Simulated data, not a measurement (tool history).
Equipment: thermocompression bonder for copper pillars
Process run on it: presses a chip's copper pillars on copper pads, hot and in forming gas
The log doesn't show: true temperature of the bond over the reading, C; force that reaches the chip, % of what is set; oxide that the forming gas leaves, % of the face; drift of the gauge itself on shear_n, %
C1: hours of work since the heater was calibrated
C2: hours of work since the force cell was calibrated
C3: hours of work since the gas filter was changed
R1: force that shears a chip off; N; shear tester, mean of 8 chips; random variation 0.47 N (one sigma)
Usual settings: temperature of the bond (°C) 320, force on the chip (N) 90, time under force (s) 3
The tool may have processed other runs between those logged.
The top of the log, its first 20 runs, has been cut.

Run 21, day 6.612: usual settings but force on the chip (N) 99, time under force (s) 2; C1 196; C2 163; C3 67. Result: R1 70.9 N.
Run 22, day 6.967: usual settings but temperature of the bond (°C) 323; C1 200; C2 167; C3 71. Result: R1 75.0 N.
Run 23, day 7.162: usual settings but temperature of the bond (°C) 323, time under force (s) 2; C1 203; C2 169; C3 74. Result: R1 67.5 N.
Run 24, day 7.517: usual settings but temperature of the bond (°C) 323, time under force (s) 2; C1 207; C2 173; C3 78. Result: R1 66.9 N.
Run 25, day 7.862: usual settings but force on the chip (N) 132; C1 211; C2 177; C3 82. Result: R1 87.3 N.
Run 26, day 8.233: usual settings but temperature of the bond (°C) 317, force on the chip (N) 132, time under force (s) 2; C1 215; C2 182; C3 86. Result: R1 78.9 N.
Run 27, day 8.442: usual settings but temperature of the bond (°C) 314, force on the chip (N) 99, time under force (s) 2; C1 218; C2 184; C3 89. Result: R1 65.6 N.
Run 28, day 8.729: usual settings but temperature of the bond (°C) 303, force on the chip (N) 108; C1 221; C2 187; C3 92. Result: R1 70.2 N.
Run 29, day 9.017: usual settings but temperature of the bond (°C) 311, force on the chip (N) 108, time under force (s) 2; C1 224; C2 191; C3 95. Result: R1 66.8 N.
Run 30, day 9.383: usual settings but temperature of the bond (°C) 324, force on the chip (N) 108, time under force (s) 2; C1 229; C2 195; C3 100. Result: R1 73.6 N.
Run 31, day 9.825: usual settings but temperature of the bond (°C) 339, force on the chip (N) 67, time under force (s) 2; C1 234; C2 200; C3 105. Result: R1 62.9 N.
Run 32, day 10.033: usual settings but temperature of the bond (°C) 325, time under force (s) 5; C1 236; C2 203; C3 107. Result: R1 82.0 N.
Run 33, day 10.417: usual settings but temperature of the bond (°C) 306, force on the chip (N) 89, time under force (s) 2; C1 241; C2 207; C3 112. Result: R1 54.8 N.
At day 10.692: forming gas filter changed.
Run 34, day 10.825: usual settings but temperature of the bond (°C) 306, force on the chip (N) 89, time under force (s) 2; C1 245; C2 212; C3 2. Result: R1 60.3 N.
Run 35, day 11.033: usual settings but temperature of the bond (°C) 306, force on the chip (N) 89, time under force (s) 2; C1 248; C2 214; C3 4. Result: R1 60.7 N.
Run 36, day 11.392: usual settings but temperature of the bond (°C) 346, force on the chip (N) 94, time under force (s) 4; C1 252; C2 218; C3 8. Result: R1 95.6 N.
Run 37, day 11.750: usual settings but temperature of the bond (°C) 346, force on the chip (N) 94, time under force (s) 4; C1 256; C2 222; C3 12. Result: R1 95.7 N.
Run 38, day 11.950: usual settings but force on the chip (N) 105, time under force (s) 5; C1 258; C2 225; C3 15. Result: R1 92.3 N.
Run 39, day 12.362: usual settings but temperature of the bond (°C) 331, time under force (s) 4; C1 263; C2 230; C3 19. Result: R1 87.8 N.

Branching from run 39: 5 alternative next runs. What would each branch give?
Run A, day 12.792: usual settings but temperature of the bond (°C) 339, force on the chip (N) 70; C1 268; C2 235; C3 24. Result: R1 ?.
Run B, day 12.792: usual settings but temperature of the bond (°C) 346, force on the chip (N) 70, time under force (s) 8; C1 268; C2 235; C3 24. Result: R1 ?.
Run C, day 12.792: usual settings but temperature of the bond (°C) 327, force on the chip (N) 115, time under force (s) 2; C1 268; C2 235; C3 24. Result: R1 ?.
Run D, day 12.792: usual settings but temperature of the bond (°C) 331, force on the chip (N) 65; C1 268; C2 235; C3 24. Result: R1 ?.
Run E, day 12.792: usual settings but temperature of the bond (°C) 331, time under force (s) 5; C1 268; C2 235; C3 24. Result: R1 ?.

run    R1
  A  77.0
  B  95.2
  C  83.3
  D  68.6
  E  91.2
Without the tool's unlogged condition, the same runs would have read:
run    R1
  A  77.9
  B  96.6
  C  84.3
  D  69.4
  E  92.6
